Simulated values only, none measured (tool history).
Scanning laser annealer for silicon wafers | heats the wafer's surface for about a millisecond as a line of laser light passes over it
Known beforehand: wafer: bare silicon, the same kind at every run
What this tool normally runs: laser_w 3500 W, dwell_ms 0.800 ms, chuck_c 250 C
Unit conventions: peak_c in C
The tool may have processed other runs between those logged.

run	day	laser_w	dwell_ms	chuck_c	peak_c
1	0.000	3500	0.800	250	986
2	2.554	3500	0.800	250	977
3	5.646	3500	0.800	250	978
4	7.825	3500	0.800	250	968
5	10.879	3500	0.800	250	966
6	13.362	3500	0.800	250	962
# day 14.500: window over the wafer cleaned
7	16.746	3500	0.800	250	993
8	19.112	3500	0.800	250	994
9	20.954	3500	0.800	250	993
10	23.325	3500	0.800	250	990
# day 25.946: optics aligned, line set to its width
11	25.946	3500	0.800	250	992
12	27.912	3500	0.800	250	986
13	29.892	3500	0.800	250	986
14	31.408	2978	0.800	250	864
15	32.742	3500	0.800	250	982
16	35.100	3500	0.800	250	976
17	38.033	3500	0.800	250	975
18	41.083	3500	0.895	250	1008
19	44.321	3500	0.895	250	1004
# day 44.854: window over the wafer cleaned
20	46.729	3500	0.895	250	1039
21	49.696	3500	0.895	250	1036
22	53.000	3185	0.800	230	896
23	54.421	3684	0.881	242	1058
24	55.779	3684	0.578	242	904
25	57.671	3018	0.939	224	898
26	59.083	3050	0.800	250	877
27	60.508	3244	0.865	218	913
28	61.971	3244	0.865	218	914
29	63.504	2992	0.720	280	862
30	65.912	3207	0.569	253	805
31	69.167	3588	0.569	248	871
32	72.429	3588	0.569	248	863
# day 74.938: window over the wafer cleaned
33	75.733	3588	0.569	248	890
34	77.108	3588	0.569	248	894
# day 77.483: optics aligned, line set to its width
35	80.454	3288	0.871	216	938
36	83.404	3770	0.719	238	998
37	86.267	3770	0.719	238	992
38	88.712	3500	0.699	250	934
39	90.412	3163	0.800	250	900
40	93.108	3426	0.871	218	958

Predict the results of run 41:
41	94.633	3803	0.564	250	?

{"run 41": {"peak_c": 915}}
Minus the tool's unlogged condition, the same run would have read peak_c 957 C.

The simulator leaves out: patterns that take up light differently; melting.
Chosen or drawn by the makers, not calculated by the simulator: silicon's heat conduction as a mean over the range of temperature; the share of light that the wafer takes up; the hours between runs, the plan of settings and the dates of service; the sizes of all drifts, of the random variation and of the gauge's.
